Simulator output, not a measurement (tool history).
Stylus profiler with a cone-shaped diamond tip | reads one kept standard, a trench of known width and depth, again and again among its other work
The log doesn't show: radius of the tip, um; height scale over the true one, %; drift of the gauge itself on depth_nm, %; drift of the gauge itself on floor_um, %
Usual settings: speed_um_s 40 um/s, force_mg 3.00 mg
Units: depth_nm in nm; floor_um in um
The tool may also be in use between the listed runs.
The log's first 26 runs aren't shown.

run	hour	speed_um_s	force_mg	scans with this tip	hours of work since the height scale was calibrated	depth_nm	floor_um
27	2227.1	40	4.31	24824	392	506.32	13.37
# hour 2320.3: new tip fitted, height scale calibrated
28	2323.6	12	5.60	25	2	507.87	15.56
29	2379.9	19	1.29	455	37	503.22	15.46
30	2429.8	38	3.45	836	68	505.71	15.31
31	2481.4	38	3.45	1230	100	505.89	15.28
32	2599.3	128	3.00	2130	174	505.11	14.75
33	2670.4	128	3.00	2673	218	505.26	14.68
34	2735.0	128	3.00	3165	259	505.01	14.69
35	2824.2	128	3.00	3846	314	504.94	14.62
36	2905.3	73	2.29	4465	365	503.99	14.75
37	3007.9	73	2.29	5248	429	503.99	14.68
38	3083.4	29	4.18	5825	476	506.27	14.86
39	3184.9	29	2.21	6600	539	503.71	14.72
40	3239.5	29	2.21	7017	573	503.90	14.75
41	3300.0	40	1.39	7478	611	502.92	14.54
42	3356.8	40	1.39	7912	647	502.65	14.55
43	3433.9	40	1.39	8500	695	502.44	14.52
44	3502.7	24	3.43	9025	738	505.29	14.54
45	3591.2	74	1.11	9701	793	502.01	14.08
46	3669.6	13	4.15	10300	842	505.98	14.52
47	3789.1	32	6.65	11211	916	508.20	14.39

Forecast each of these 3 alternatives for the next run:
A	3883.8	39	8.41	11934	975	?	?
B	3883.8	156	6.65	11934	975	?	?
C	3883.8	40	4.46	11934	975	?	?

run	depth_nm	floor_um
A	509.35	14.33
B	508.30	14.03
C	505.79	14.30
Without the tool's hidden state the same runs would have given:
run	depth_nm	floor_um
A	510.21	15.52
B	509.15	15.22
C	506.64	15.50

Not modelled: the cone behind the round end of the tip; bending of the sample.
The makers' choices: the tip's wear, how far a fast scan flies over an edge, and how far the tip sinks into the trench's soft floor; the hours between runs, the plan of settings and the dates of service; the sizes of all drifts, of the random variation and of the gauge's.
